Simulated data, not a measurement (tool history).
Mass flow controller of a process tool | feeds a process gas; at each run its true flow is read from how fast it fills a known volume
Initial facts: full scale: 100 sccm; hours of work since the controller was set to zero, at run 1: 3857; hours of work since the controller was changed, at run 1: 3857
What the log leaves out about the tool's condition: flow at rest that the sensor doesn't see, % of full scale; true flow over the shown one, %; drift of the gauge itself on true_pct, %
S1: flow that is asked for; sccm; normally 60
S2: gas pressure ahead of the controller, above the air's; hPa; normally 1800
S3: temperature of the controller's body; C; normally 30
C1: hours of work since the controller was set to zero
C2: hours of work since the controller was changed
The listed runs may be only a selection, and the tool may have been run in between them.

Run 1, day 0: usual settings; C1 3857; C2 3857. Result: true flow (%) 99.97.
Run 2, day 12.821: usual settings; C1 4046; C2 4046. Result: true flow (%) 99.93.
Run 3, day 32.096: usual settings; C1 4330; C2 4330. Result: true flow (%) 100.02.
Run 4, day 44.962: usual settings; C1 4520; C2 4520. Result: true flow (%) 100.24.
Run 5, day 54.546: usual settings; C1 4662; C2 4662. Result: true flow (%) 100.22.
Run 6, day 73.771: usual settings; C1 4945; C2 4945. Result: true flow (%) 100.14.
Run 7, day 95.588: usual settings; C1 5267; C2 5267. Result: true flow (%) 100.42.
Run 8, day 107.646: usual settings; C1 5445; C2 5445. Result: true flow (%) 100.47.
Run 9, day 129.25: usual settings; C1 5764; C2 5764. Result: true flow (%) 100.39.
Run 10, day 146.571: usual settings but S2 2400 hPa; C1 6019; C2 6019. Result: true flow (%) 100.51.
Run 11, day 165.633: usual settings but S2 2400 hPa; C1 6301; C2 6301. Result: true flow (%) 100.57.
At day 180.842: controller's zero set anew.
Run 12, day 186.283: usual settings but S1 28 sccm; C1 80; C2 6605. Result: true flow (%) 99.91.
Run 13, day 198.421: usual settings but S1 28 sccm; C1 259; C2 6784. Result: true flow (%) 100.09.
Run 14, day 208.788: usual settings but S1 28 sccm; C1 412; C2 6937. Result: true flow (%) 100.06.
Run 15, day 224.033: usual settings but S1 28 sccm; C1 637; C2 7162. Result: true flow (%) 100.13.
Run 16, day 246.075: usual settings but S1 28 sccm; C1 963; C2 7487. Result: true flow (%) 100.23.
Run 17, day 260.567: usual settings but S1 65 sccm; C1 1176; C2 7701. Result: true flow (%) 100.45.
Run 18, day 278.488: usual settings but S3 23 C; C1 1441; C2 7966. Result: true flow (%) 101.28.
Run 19, day 300.467: usual settings but S3 23 C; C1 1765; C2 8290. Result: true flow (%) 101.51.
Run 20, day 318.208: usual settings but S3 22 C; C1 2027; C2 8552. Result: true flow (%) 101.5.
At day 321.996: controller exchanged for a calibrated one.
Run 21, day 336.479: usual settings but S2 1510 hPa, S3 22 C; C1 214; C2 214. Result: true flow (%) 100.24.
Run 22, day 355.017: usual settings but S3 24 C; C1 487; C2 487. Result: true flow (%) 99.92.
Run 23, day 366.2: usual settings but S3 24 C; C1 652; C2 652. Result: true flow (%) 100.05.
Run 24, day 388.212: usual settings but S3 24 C; C1 977; C2 977. Result: true flow (%) 100.14.
Run 25, day 401.2: usual settings but S3 24 C; C1 1169; C2 1169. Result: true flow (%) 100.12.
Run 26, day 414.5: usual settings but S3 24 C; C1 1365; C2 1365. Result: true flow (%) 100.21.
Run 27, day 423.588: usual settings but S2 2050 hPa, S3 26 C; C1 1499; C2 1499. Result: true flow (%) 100.03.
Run 28, day 438.179: usual settings but S2 1850 hPa, S3 26 C; C1 1714; C2 1714. Result: true flow (%) 100.05.
Run 29, day 449.75: usual settings but S2 2580 hPa, S3 22 C; C1 1885; C2 1885. Result: true flow (%) 100.47.
Run 30, day 465.675: usual settings but S2 2580 hPa, S3 22 C; C1 2120; C2 2120. Result: true flow (%) 100.51.
Run 31, day 480.029: usual settings but S1 65 sccm, S3 37 C; C1 2332; C2 2332. Result: true flow (%) 99.09.
Run 32, day 495.217: usual settings but S1 26 sccm, S2 2190 hPa, S3 38 C; C1 2556; C2 2556. Result: true flow (%) 98.96.

Describe how what the log doesn't record of the tool's condition differs between the last listed run preceding each entry between runs and the first listed run following it.
In the gap between runs 11 and 12: controller's zero set anew (day 180.842)
  flow at rest that the sensor doesn't see, % of full scale: 0.336 -> 0.008; true flow over the shown one, %: 0.85 -> 0.91
  difference, measured minus the result without the unlogged condition, true flow (%): +1.41 -> +0.94
In the gap between runs 20 and 21: controller exchanged for a calibrated one (day 321.996)
  flow at rest that the sensor doesn't see, % of full scale: 0.109 -> 0.018; true flow over the shown one, %: 1.27 -> 0
  difference, measured minus the result without the unlogged condition, true flow (%): +1.45 -> +0.03
